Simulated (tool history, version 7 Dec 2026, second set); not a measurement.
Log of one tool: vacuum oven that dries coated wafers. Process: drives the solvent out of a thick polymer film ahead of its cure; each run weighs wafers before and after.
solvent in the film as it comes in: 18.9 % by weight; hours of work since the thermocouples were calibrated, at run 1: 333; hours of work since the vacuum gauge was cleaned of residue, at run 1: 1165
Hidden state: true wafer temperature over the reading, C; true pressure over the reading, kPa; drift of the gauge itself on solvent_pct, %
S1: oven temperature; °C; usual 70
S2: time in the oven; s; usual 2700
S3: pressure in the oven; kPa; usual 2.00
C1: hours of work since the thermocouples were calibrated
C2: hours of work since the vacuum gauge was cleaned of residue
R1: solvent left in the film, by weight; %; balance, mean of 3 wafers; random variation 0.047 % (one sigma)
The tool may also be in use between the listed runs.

run,hour,S1,S2,S3,C1,C2,R1
1,0.0,70,2700,2.00,333,1165,4.72
2,37.2,70,2700,1.85,350,1182,4.64
3,76.8,70,2700,1.85,368,1200,4.61
4,121.4,80,2700,2.00,389,1221,1.98
5,161.6,80,2700,2.00,408,1239,1.94
6,215.2,80,2700,2.00,432,1264,1.91
7,271.5,80,2700,2.00,458,1290,1.96
8,316.4,80,2700,2.00,479,1311,1.92
9,376.8,70,2700,2.99,507,1339,5.17
10,411.0,70,1320,2.99,522,1354,8.48
11,453.4,70,2700,2.53,542,1374,4.96
12,513.6,81,2700,2.53,570,1402,2.01
13,574.8,70,2700,2.00,598,1430,4.62
14,608.0,70,2700,2.00,613,1445,4.54
15,663.4,70,2700,2.00,639,1470,4.52
16,740.9,70,2700,2.00,674,1506,4.49
17,788.5,70,2700,2.00,696,1528,4.49
18,852.1,70,2700,2.00,725,1557,4.45
19,890.0,70,2700,2.00,743,1575,4.41
20,932.2,70,2700,3.64,762,1594,5.27
21,988.7,70,2700,3.64,788,1620,5.31
22,1039.4,70,2700,3.64,812,1644,5.29
23,1108.6,70,2700,2.00,844,1676,4.37
24,1167.6,70,2700,2.00,871,1703,4.37
25,1202.9,70,2880,2.00,887,1719,4.01
26,1276.3,61,4560,1.24,921,1753,4.52
27,1310.5,61,4560,1.24,937,1768,4.53
28,1387.7,58,2700,5.50,972,1804,11.12
# hour 1395.9: oven's thermocouples calibrated
29,1433.1,81,3420,6.50,17,1824,3.59
30,1474.5,81,2400,6.50,36,1843,4.26
31,1531.3,81,2400,6.50,62,1869,4.27
32,1563.8,81,2400,6.50,77,1884,4.27
33,1616.8,61,1980,2.79,102,1909,10.58
34,1685.5,64,2700,1.46,133,1940,7.04
35,1736.6,81,2700,4.41,157,1964,3.00
36,1805.6,62,1680,5.71,189,1996,12.15
37,1858.4,62,3960,5.71,213,2020,9.04
38,1903.0,62,3960,5.71,233,2040,9.14
39,1957.6,62,2940,7.17,259,2066,11.15
40,2003.1,62,2940,7.17,280,2086,11.20
41,2069.7,75,3180,1.25,310,2117,2.35
# hour 2121.9: vacuum gauge cleaned of residue and calibrated
42,2133.3,62,4560,2.00,339,5,5.12
43,2203.9,56,4560,2.65,371,38,7.94
44,2270.0,56,1380,3.54,402,68,13.14
45,2314.4,65,3960,1.16,422,89,3.99
46,2390.4,70,1380,2.71,457,124,8.30
47,2450.8,70,1380,2.71,485,151,8.26
48,2519.8,66,4560,1.50,517,183,3.29

3 ways to go on from here, each from the tool as it stands after run 48. What would each give?
A,2581.9,71,2700,2.00,545,212,?
B,2581.9,73,4560,1.52,545,212,?
C,2581.9,70,1380,7.22,545,212,?

run,R1
A,4.25
B,1.64
C,10.05
Without the tool's hidden state the same runs would have given:
run,R1
A,4.68
B,1.85
C,10.53

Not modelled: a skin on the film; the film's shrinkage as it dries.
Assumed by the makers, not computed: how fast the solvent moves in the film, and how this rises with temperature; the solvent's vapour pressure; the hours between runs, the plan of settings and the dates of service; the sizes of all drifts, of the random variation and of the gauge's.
